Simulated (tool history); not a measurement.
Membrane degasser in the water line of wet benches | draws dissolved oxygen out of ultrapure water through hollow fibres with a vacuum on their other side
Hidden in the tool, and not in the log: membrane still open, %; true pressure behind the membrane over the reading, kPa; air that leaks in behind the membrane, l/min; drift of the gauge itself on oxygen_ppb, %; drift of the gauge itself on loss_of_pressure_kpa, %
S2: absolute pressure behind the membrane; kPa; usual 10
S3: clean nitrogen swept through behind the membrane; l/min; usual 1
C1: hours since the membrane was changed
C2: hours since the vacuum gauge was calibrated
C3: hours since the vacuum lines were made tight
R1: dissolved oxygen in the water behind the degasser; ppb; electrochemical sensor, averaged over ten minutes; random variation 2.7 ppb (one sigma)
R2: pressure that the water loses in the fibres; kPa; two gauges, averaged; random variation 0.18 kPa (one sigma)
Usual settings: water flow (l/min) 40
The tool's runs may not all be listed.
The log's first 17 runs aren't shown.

run 18 hour=1729.5 | water_flow_(l/min)=40 S2=16.7 S3=0.47 | C1=5269 C2=3875 C3=5673 | R1=1714.6 R2=43.75
run 19 hour=1800.3 | water_flow_(l/min)=40 S2=16.7 S3=1.01 | C1=5340 C2=3946 C3=5744 | R1=1083.7 R2=44.32
run 20 hour=1933.9 | water_flow_(l/min)=40 S2=16.7 S3=1.01 | C1=5474 C2=4079 C3=5878 | R1=1079.4 R2=44.11
run 21 hour=2078.8 | water_flow_(l/min)=40 S2=7.5 S3=0.61 | C1=5619 C2=4224 C3=6023 | R1=608.9 R2=44.22
run 22 hour=2146.9 | water_flow_(l/min)=40 S2=7.5 S3=0.61 | C1=5687 C2=4292 C3=6091 | R1=611.4 R2=44.46
run 23 hour=2293.7 | water_flow_(l/min)=40 S2=11.9 S3=1.51 | C1=5834 C2=4439 C3=6238 | R1=596.6 R2=44.25
run 24 hour=2397.8 | water_flow_(l/min)=64 S2=17.5 S3=1.16 | C1=5938 C2=4543 C3=6342 | R1=1560.2 R2=70.43
run 25 hour=2487.5 | water_flow_(l/min)=40 S2=12.2 S3=1 | C1=6027 C2=4633 C3=6431 | R1=790.2 R2=44.61
run 26 hour=2631.5 | water_flow_(l/min)=40 S2=12.2 S3=1 | C1=6172 C2=4777 C3=6575 | R1=793.4 R2=44.11
run 27 hour=2729.7 | water_flow_(l/min)=40 S2=7.6 S3=1 | C1=6270 C2=4875 C3=6674 | R1=472.5 R2=44.49
run 28 hour=2832.6 | water_flow_(l/min)=40 S2=7.6 S3=1 | C1=6373 C2=4978 C3=6777 | R1=477.2 R2=44.48
run 29 hour=2979.6 | water_flow_(l/min)=53 S2=15.2 S3=1 | C1=6520 C2=5125 C3=6924 | R1=1271.9 R2=58.52
run 30 hour=3112.2 | water_flow_(l/min)=40 S2=6.1 S3=1 | C1=6652 C2=5258 C3=7056 | R1=364 R2=44.34
run 31 hour=3220.7 | water_flow_(l/min)=32 S2=7.2 S3=0.68 | C1=6761 C2=5366 C3=7165 | R1=431.9 R2=35.58

Forecast each of these 4 alternatives for the next run:
run A hour=3281.1 | water_flow_(l/min)=36 S2=13.3 S3=1.13 | C1=6821 C2=5426 C3=7225 | R1=? R2=?
run B hour=3281.1 | water_flow_(l/min)=39 S2=10 S3=1 | C1=6821 C2=5426 C3=7225 | R1=? R2=?
run C hour=3281.1 | water_flow_(l/min)=28 S2=9.2 S3=0.55 | C1=6821 C2=5426 C3=7225 | R1=? R2=?
run D hour=3281.1 | water_flow_(l/min)=52 S2=10 S3=1 | C1=6821 C2=5426 C3=7225 | R1=? R2=?

run=A R1=726.6 R2=39.84
run=B R1=631.7 R2=43.16
run=C R1=607.7 R2=31.29
run=D R1=844.2 R2=58.07
Without the tool's hidden state the same runs would have given:
run=A R1=704.9 R2=38.9
run=B R1=608 R2=42.14
run=C R1=588.9 R2=30.55
run=D R1=813.7 R2=56.7

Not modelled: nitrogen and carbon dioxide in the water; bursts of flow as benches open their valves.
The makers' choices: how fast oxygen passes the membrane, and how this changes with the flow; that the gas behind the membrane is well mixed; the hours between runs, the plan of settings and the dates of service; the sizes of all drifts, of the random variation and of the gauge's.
